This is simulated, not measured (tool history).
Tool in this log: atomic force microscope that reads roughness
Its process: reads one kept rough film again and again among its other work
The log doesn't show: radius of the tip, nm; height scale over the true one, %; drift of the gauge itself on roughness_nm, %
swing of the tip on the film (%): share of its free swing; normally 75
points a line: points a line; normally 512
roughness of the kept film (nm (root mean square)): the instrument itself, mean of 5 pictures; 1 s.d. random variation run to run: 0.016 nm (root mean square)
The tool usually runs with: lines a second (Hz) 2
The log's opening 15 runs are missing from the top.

run	hour	lines a second (Hz)	swing of the tip on the film (%)	points a line	pictures with this tip	hours of work since the height scale was calibrated	roughness of the kept film (nm (root mean square))
16	198.3	2	66	512	92	445	3.856
17	214.7	2	66	512	111	456	3.752
18	231.7	2	66	512	130	469	3.698
19	243.2	2	66	512	143	477	3.651
20	251.9	2	66	512	152	483	3.687
21	269.7	2	66	512	173	496	3.606
22	277.7	2	66	512	182	501	3.578
23	288.7	1.63	66	512	194	509	3.598
24	306.8	1.63	66	512	214	522	3.547
25	322.8	1.63	66	512	232	534	3.471

What will run 26 give?
26	341.5	1.63	66	512	253	547	?

roughness of the kept film (nm (root mean square)): 3.472
Take away the tool's hidden state, keep the run-to-run variation as it was, and the same run would have given roughness of the kept film (nm (root mean square)) 4.18.

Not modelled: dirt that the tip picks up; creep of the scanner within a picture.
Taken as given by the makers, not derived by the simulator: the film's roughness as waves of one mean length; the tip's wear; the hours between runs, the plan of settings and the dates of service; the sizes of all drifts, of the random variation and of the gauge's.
